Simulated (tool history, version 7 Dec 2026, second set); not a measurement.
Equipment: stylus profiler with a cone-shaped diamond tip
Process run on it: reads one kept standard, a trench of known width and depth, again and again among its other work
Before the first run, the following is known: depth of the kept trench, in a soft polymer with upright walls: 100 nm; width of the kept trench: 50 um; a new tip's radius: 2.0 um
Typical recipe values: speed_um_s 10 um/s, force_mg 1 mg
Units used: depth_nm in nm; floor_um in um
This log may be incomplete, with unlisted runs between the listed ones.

run	hour	speed_um_s	force_mg	depth_nm	floor_um
1	0	10	1	100.43	48.29
2	34.3	10	1	100.46	48.28
3	87.8	6	1	100.49	48.23
4	154.3	6	1	100.5	48.24
5	197.5	6	1	100.38	48.2
6	252.4	2	1	100.48	48.16
7	296.6	8	1	100.46	48.13
8	362.4	8	1	100.56	48.08
9	413	8	1	100.41	47.98
10	450.6	10	1	100.49	47.98
11	488.2	10	1	100.47	48.01
12	521	10	1	100.45	47.95
13	578.5	10	0.69	100.44	47.9
14	627	10	0.69	100.38	47.96
15	690.3	10	1.58	100.7	47.88
16	728.3	10	0.39	100.39	47.82
17	769.6	10	0.39	100.39	47.81
18	828.6	10	0.39	100.35	47.78
19	877	10	0.39	100.37	47.73
20	914.9	10	0.5	100.44	47.73
21	949.2	18	1	100.58	47.71
22	991.6	18	1	100.56	47.68
23	1042.5	10	1	100.49	47.76
# hour 1048.4: new tip fitted, height scale calibrated
24	1072	10	1	100.37	48.66
25	1108.5	10	1	100.4	48.67
26	1140.3	6	2.69	100.78	48.64
27	1183.7	5	2.1	100.61	48.64
28	1241.6	3	0.36	100.26	48.55
29	1280.6	3	0.36	100.33	48.52
30	1331.1	7	1.48	100.5	48.45
31	1372.2	7	1.48	100.51	48.53
32	1415	7	1.05	100.55	48.45
33	1480.3	2	1.29	100.61	48.44
34	1527.4	2	0.36	100.29	48.33
35	1555.1	2	0.36	100.24	48.33
36	1600.8	4	2.71	100.79	48.33
37	1641.8	4	0.57	100.34	48.27
38	1687.2	4	0.57	100.4	48.2
39	1743.9	4	0.76	100.39	48.19
40	1798.1	4	0.76	100.43	48.17
41	1856.2	4	0.76	100.51	48.1
42	1897.6	4	0.76	100.45	48.17
43	1937.9	2	0.65	100.5	48.08
44	1983	4	0.76	100.39	48.1
45	2042.8	4	0.76	100.49	47.98
46	2100.6	29	1.26	100.63	47.9
47	2147.3	29	1.26	100.56	47.9

Here are 3 independent what-if runs from the current tool condition. What would each one return?
A	2214.4	29	0.87	?	?
B	2214.4	29	1.44	?	?
C	2214.4	4	1	?	?

run	depth_nm	floor_um
A	100.52	47.86
B	100.6	47.87
C	100.53	47.95
Stripped of hidden state, with their random variation kept, the same runs would have yielded:
run	depth_nm	floor_um
A	100.29	48.67
B	100.37	48.68
C	100.3	48.75
